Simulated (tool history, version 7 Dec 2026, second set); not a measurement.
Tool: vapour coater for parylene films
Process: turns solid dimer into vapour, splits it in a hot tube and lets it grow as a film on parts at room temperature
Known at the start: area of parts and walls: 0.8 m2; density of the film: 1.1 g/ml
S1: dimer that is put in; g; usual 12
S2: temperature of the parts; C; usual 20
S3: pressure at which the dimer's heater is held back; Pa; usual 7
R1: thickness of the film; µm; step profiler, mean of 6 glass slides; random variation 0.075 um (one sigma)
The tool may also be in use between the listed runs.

run,hour,S1,S2,S3,R1
1,0.0,12,20,7,8.97
2,34.4,12,13,7,10.08
3,98.7,12,13,7,9.91
4,169.6,12,13,7,9.70
5,217.3,12,20,7,8.43
6,262.0,12,20,7,8.49

Run 7 comes next. What will it give?
7,306.9,12,20,7,?

Run 7 gave R1 8.51 µm.
Without the tool's hidden state the same run would have given R1 9.23 µm.
